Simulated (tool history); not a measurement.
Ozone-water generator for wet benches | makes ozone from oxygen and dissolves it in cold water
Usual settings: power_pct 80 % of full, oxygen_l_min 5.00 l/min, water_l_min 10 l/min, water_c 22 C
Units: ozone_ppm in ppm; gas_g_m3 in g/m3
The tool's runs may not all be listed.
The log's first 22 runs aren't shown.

run,hour,power_pct,oxygen_l_min,water_l_min,water_c,hours of work since the electrodes were changed,hours of work since the contactor was cleaned,hours of work since the thermometer was calibrated,ozone_ppm,gas_g_m3
23,579.7,53,7.34,13,20,718,4214,2761,13.9,122.3
24,614.5,80,5.00,10,21,742,4238,2785,23.3,199.6
25,639.3,68,5.00,9,24,759,4255,2803,20.4,173.2
26,655.8,84,5.00,13,22,771,4267,2814,19.5,209.5
27,672.2,92,7.26,14,20,782,4278,2826,20.5,198.7
28,700.8,94,5.00,9,22,802,4298,2846,28.9,232.0
29,737.3,80,2.64,8,22,827,4323,2871,26.5,245.0
30,761.6,51,2.52,12,27,844,4340,2888,11.2,167.6
31,800.5,51,2.52,12,27,871,4367,2915,11.2,168.0
32,819.8,51,2.52,12,27,885,4381,2928,11.1,168.3
33,850.2,47,6.02,8,27,906,4402,2949,14.7,117.1
34,877.2,47,6.02,8,27,925,4421,2968,14.8,117.3

Forecast each of these 3 alternatives for the next run:
A,893.9,47,6.02,16,27,936,4432,2980,?,?
B,893.9,74,5.00,10,22,936,4432,2980,?,?
C,893.9,48,5.00,10,22,936,4432,2980,?,?

run,ozone_ppm,gas_g_m3
A,8.7,118.3
B,21.4,188.0
C,14.5,126.4
Without the tool's hidden state the same runs would have given:
run,ozone_ppm,gas_g_m3
A,9.6,119.6
B,23.3,191.5
C,15.7,127.9
